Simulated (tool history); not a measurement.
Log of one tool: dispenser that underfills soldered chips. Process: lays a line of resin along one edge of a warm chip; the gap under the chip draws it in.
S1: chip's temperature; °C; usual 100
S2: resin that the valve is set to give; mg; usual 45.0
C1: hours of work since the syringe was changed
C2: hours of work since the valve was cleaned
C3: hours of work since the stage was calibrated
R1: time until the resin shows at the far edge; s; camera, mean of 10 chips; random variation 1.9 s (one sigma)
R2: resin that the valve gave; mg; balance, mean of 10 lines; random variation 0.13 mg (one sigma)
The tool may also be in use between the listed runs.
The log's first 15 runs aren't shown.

-- hour=98.2 new syringe of resin
run 16 hour=103.3 | S1=100 S2=45.0 | C1=4 C2=66 C3=90 | R1=267.6 R2=43.29
-- hour=108.8 new syringe of resin
run 17 hour=109.8 | S1=100 S2=45.0 | C1=1 C2=70 C3=95 | R1=200.0 R2=43.25
run 18 hour=115.8 | S1=100 S2=50.5 | C1=6 C2=75 C3=99 | R1=301.3 R2=48.33
-- hour=119.2 new syringe of resin
-- hour=121.2 dispensing valve cleaned and set on the balance
run 19 hour=124.5 | S1=90 S2=43.8 | C1=3 C2=3 C3=105 | R1=333.5 R2=44.01
-- hour=130.8 new syringe of resin
run 20 hour=131.2 | S1=92 S2=52.3 | C1=0 C2=8 C3=110 | R1=229.7 R2=52.10
run 21 hour=134.9 | S1=92 S2=52.3 | C1=3 C2=10 C3=113 | R1=296.5 R2=52.20
run 22 hour=138.7 | S1=92 S2=52.3 | C1=6 C2=13 C3=116 | R1=392.9 R2=51.90
-- hour=141.5 new syringe of resin
run 23 hour=143.3 | S1=105 S2=38.6 | C1=1 C2=17 C3=119 | R1=185.1 R2=38.36
run 24 hour=148.8 | S1=115 S2=40.9 | C1=6 C2=21 C3=123 | R1=210.3 R2=40.49
-- hour=151.8 new syringe of resin
run 25 hour=156.4 | S1=113 S2=58.4 | C1=4 C2=27 C3=129 | R1=181.1 R2=57.67
run 26 hour=160.5 | S1=113 S2=58.4 | C1=7 C2=30 C3=132 | R1=239.2 R2=57.48
-- hour=162.2 new syringe of resin
run 27 hour=169.1 | S1=106 S2=40.6 | C1=5 C2=36 C3=139 | R1=260.4 R2=39.66
-- hour=172.6 new syringe of resin
run 28 hour=173.9 | S1=106 S2=40.6 | C1=1 C2=40 C3=142 | R1=177.3 R2=39.82
run 29 hour=181.3 | S1=106 S2=40.6 | C1=7 C2=46 C3=148 | R1=291.1 R2=39.65
-- hour=183.3 new syringe of resin
run 30 hour=188.4 | S1=100 S2=48.4 | C1=4 C2=51 C3=153 | R1=257.5 R2=46.86
-- hour=193.6 new syringe of resin
run 31 hour=193.9 | S1=100 S2=51.6 | C1=0 C2=55 C3=157 | R1=186.9 R2=50.37
run 32 hour=199.7 | S1=105 S2=50.7 | C1=5 C2=59 C3=162 | R1=246.7 R2=49.06
-- hour=204.2 new syringe of resin
run 33 hour=206.2 | S1=109 S2=47.6 | C1=2 C2=64 C3=167 | R1=171.0 R2=45.87
run 34 hour=212.1 | S1=102 S2=49.4 | C1=6 C2=69 C3=171 | R1=304.7 R2=47.73

3 ways to go on from here, each from the tool as it stands after run 34. What would each give?
-- hour=214.9 new syringe of resin
run A hour=221.2 | S1=93 S2=38.3 | C1=5 C2=76 C3=178 | R1=? R2=?
-- hour=214.9 new syringe of resin
run B hour=221.2 | S1=104 S2=48.9 | C1=5 C2=76 C3=178 | R1=? R2=?
-- hour=214.9 new syringe of resin
run C hour=221.2 | S1=92 S2=45.0 | C1=5 C2=76 C3=178 | R1=? R2=?

run=A R1=348.8 R2=36.80
run=B R1=247.7 R2=46.74
run=C R1=351.3 R2=43.21
Without the tool's hidden state the same runs would have given:
run=A R1=235.0 R2=38.33
run=B R1=167.6 R2=48.68
run=C R1=237.8 R2=45.01
